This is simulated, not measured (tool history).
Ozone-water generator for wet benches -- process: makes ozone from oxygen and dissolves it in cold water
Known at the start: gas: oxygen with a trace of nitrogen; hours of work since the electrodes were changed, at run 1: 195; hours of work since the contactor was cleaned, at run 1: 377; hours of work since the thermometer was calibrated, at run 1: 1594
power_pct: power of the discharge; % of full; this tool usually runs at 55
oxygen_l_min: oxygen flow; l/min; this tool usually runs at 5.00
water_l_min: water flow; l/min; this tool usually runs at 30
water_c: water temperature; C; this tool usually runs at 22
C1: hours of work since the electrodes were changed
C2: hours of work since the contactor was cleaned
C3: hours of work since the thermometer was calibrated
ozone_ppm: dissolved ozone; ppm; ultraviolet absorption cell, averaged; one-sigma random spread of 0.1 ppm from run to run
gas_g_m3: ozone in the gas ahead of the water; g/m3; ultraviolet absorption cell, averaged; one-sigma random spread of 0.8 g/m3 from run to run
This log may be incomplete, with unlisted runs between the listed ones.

Run 1, hour 0.0: usual settings; C1 195; C2 377; C3 1594. Result: ozone_ppm 8.6 ppm, gas_g_m3 123.0 g/m3.
Run 2, hour 24.0: usual settings but water_l_min 25 l/min; C1 219; C2 401; C3 1617. Result: ozone_ppm 9.9 ppm, gas_g_m3 123.2 g/m3.
Run 3, hour 64.9: usual settings but water_l_min 25 l/min; C1 259; C2 441; C3 1658. Result: ozone_ppm 9.9 ppm, gas_g_m3 122.4 g/m3.
Run 4, hour 92.6: usual settings; C1 286; C2 468; C3 1685. Result: ozone_ppm 8.3 ppm, gas_g_m3 122.3 g/m3.
Run 5, hour 122.6: usual settings; C1 316; C2 498; C3 1714. Result: ozone_ppm 8.4 ppm, gas_g_m3 122.6 g/m3.
Run 6, hour 144.9: usual settings; C1 338; C2 520; C3 1736. Result: ozone_ppm 8.3 ppm, gas_g_m3 122.4 g/m3.
Run 7, hour 164.9: usual settings; C1 357; C2 539; C3 1756. Result: ozone_ppm 8.4 ppm, gas_g_m3 122.3 g/m3.
Run 8, hour 195.8: usual settings but oxygen_l_min 4.06 l/min, water_l_min 31 l/min, water_c 16 C; C1 388; C2 570; C3 1786. Result: ozone_ppm 8.3 ppm, gas_g_m3 133.5 g/m3.
Run 9, hour 229.6: usual settings but power_pct 93 % of full, oxygen_l_min 7.56 l/min; C1 421; C2 603; C3 1820. Result: ozone_ppm 14.0 ppm, gas_g_m3 158.8 g/m3.
Run 10, hour 257.9: usual settings but power_pct 88 % of full, oxygen_l_min 7.30 l/min; C1 449; C2 631; C3 1847. Result: ozone_ppm 13.0 ppm, gas_g_m3 153.7 g/m3.
Run 11, hour 277.6: usual settings but power_pct 54 % of full, oxygen_l_min 7.30 l/min; C1 468; C2 650; C3 1867. Result: ozone_ppm 8.5 ppm, gas_g_m3 101.5 g/m3.

Forecast each of these 3 alternatives for the next run:
Run A, hour 308.6: usual settings but oxygen_l_min 2.51 l/min, water_c 25 C; C1 498; C2 681; C3 1897. Result: ozone_ppm ?, gas_g_m3 ?.
Run B, hour 308.6: usual settings but power_pct 45 % of full, oxygen_l_min 3.96 l/min; C1 498; C2 681; C3 1897. Result: ozone_ppm ?, gas_g_m3 ?.
Run C, hour 308.6: usual settings but power_pct 54 % of full, oxygen_l_min 7.30 l/min, water_c 18 C; C1 498; C2 681; C3 1897. Result: ozone_ppm ?, gas_g_m3 ?.

run  ozone_ppm  gas_g_m3
  A        7.0     166.0
  B        6.6     112.4
  C        9.1     100.8
With the hidden condition removed and each run's random variation left untouched, the same runs would have given:
run  ozone_ppm  gas_g_m3
  A        7.2     169.1
  B        6.8     114.0
  C        9.4     102.7

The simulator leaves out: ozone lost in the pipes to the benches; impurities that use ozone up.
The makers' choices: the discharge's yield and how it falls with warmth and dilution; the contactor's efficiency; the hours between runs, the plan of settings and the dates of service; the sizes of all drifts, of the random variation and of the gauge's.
